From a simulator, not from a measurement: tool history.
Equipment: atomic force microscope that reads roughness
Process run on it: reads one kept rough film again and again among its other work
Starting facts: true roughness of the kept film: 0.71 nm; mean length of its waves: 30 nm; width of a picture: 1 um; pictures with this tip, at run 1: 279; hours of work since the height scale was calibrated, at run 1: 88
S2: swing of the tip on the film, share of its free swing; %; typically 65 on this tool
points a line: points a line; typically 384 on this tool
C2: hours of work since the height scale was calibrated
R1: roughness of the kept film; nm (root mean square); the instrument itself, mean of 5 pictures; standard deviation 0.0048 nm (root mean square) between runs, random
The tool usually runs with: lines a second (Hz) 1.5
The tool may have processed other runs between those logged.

{"run": 1, "hour": 0.0, "lines a second (Hz)": 1.5, "S2": 65, "points a line": 384, "pictures with this tip": 279, "C2": 88, "R1": 0.644}
{"run": 2, "hour": 31.0, "lines a second (Hz)": 1.5, "S2": 65, "points a line": 384, "pictures with this tip": 325, "C2": 107, "R1": 0.64}
{"run": 3, "hour": 53.9, "lines a second (Hz)": 1.5, "S2": 65, "points a line": 384, "pictures with this tip": 359, "C2": 120, "R1": 0.633}
{"run": 4, "hour": 67.0, "lines a second (Hz)": 0.82, "S2": 65, "points a line": 384, "pictures with this tip": 378, "C2": 128, "R1": 0.637}
{"hour": 76.6, "done": "new tip fitted"}
{"run": 5, "hour": 86.1, "lines a second (Hz)": 1.5, "S2": 65, "points a line": 266, "pictures with this tip": 14, "C2": 139, "R1": 0.663}
{"run": 6, "hour": 117.3, "lines a second (Hz)": 1.5, "S2": 65, "points a line": 652, "pictures with this tip": 60, "C2": 158, "R1": 0.664}
{"run": 7, "hour": 139.6, "lines a second (Hz)": 1.5, "S2": 65, "points a line": 652, "pictures with this tip": 93, "C2": 172, "R1": 0.67}
{"run": 8, "hour": 161.3, "lines a second (Hz)": 1.5, "S2": 73, "points a line": 384, "pictures with this tip": 125, "C2": 185, "R1": 0.647}
{"run": 9, "hour": 176.5, "lines a second (Hz)": 1.31, "S2": 65, "points a line": 384, "pictures with this tip": 148, "C2": 194, "R1": 0.655}
{"run": 10, "hour": 201.8, "lines a second (Hz)": 1.31, "S2": 65, "points a line": 384, "pictures with this tip": 185, "C2": 209, "R1": 0.644}
{"run": 11, "hour": 231.3, "lines a second (Hz)": 1.5, "S2": 65, "points a line": 285, "pictures with this tip": 229, "C2": 227, "R1": 0.633}
{"run": 12, "hour": 254.8, "lines a second (Hz)": 1.5, "S2": 65, "points a line": 285, "pictures with this tip": 264, "C2": 241, "R1": 0.637}
{"run": 13, "hour": 284.6, "lines a second (Hz)": 2.91, "S2": 86, "points a line": 331, "pictures with this tip": 308, "C2": 259, "R1": 0.538}
{"hour": 287.8, "done": "height scale calibrated on a step standard"}
{"run": 14, "hour": 314.7, "lines a second (Hz)": 1.52, "S2": 83, "points a line": 761, "pictures with this tip": 351, "C2": 16, "R1": 0.602}
{"hour": 332.3, "done": "height scale calibrated on a step standard, once more"}
{"run": 15, "hour": 332.9, "lines a second (Hz)": 1.98, "S2": 62, "points a line": 384, "pictures with this tip": 376, "C2": 0, "R1": 0.632}
{"hour": 343.8, "done": "new tip fitted"}
{"run": 16, "hour": 352.8, "lines a second (Hz)": 2.6, "S2": 69, "points a line": 555, "pictures with this tip": 13, "C2": 12, "R1": 0.642}
{"run": 17, "hour": 373.2, "lines a second (Hz)": 2.6, "S2": 69, "points a line": 555, "pictures with this tip": 43, "C2": 24, "R1": 0.636}
{"run": 18, "hour": 402.8, "lines a second (Hz)": 1.01, "S2": 65, "points a line": 930, "pictures with this tip": 87, "C2": 42, "R1": 0.667}
{"run": 19, "hour": 430.0, "lines a second (Hz)": 1.5, "S2": 60, "points a line": 384, "pictures with this tip": 127, "C2": 58, "R1": 0.665}

Below are 3 alternative next runs, each starting from the tool's condition after run 19. Predict each:
{"run": "A", "hour": 442.8, "lines a second (Hz)": 1.29, "S2": 77, "points a line": 611, "pictures with this tip": 146, "C2": 66, "R1": "?"}
{"run": "B", "hour": 442.8, "lines a second (Hz)": 2.46, "S2": 65, "points a line": 898, "pictures with this tip": 146, "C2": 66, "R1": "?"}
{"run": "C", "hour": 442.8, "lines a second (Hz)": 2.39, "S2": 73, "points a line": 496, "pictures with this tip": 146, "C2": 66, "R1": "?"}

run=A R1=0.639
run=B R1=0.644
run=C R1=0.615
The same runs, with their run-to-run variation unchanged, on a tool lacking any hidden condition would have given:
run=A R1=0.654
run=B R1=0.659
run=C R1=0.63

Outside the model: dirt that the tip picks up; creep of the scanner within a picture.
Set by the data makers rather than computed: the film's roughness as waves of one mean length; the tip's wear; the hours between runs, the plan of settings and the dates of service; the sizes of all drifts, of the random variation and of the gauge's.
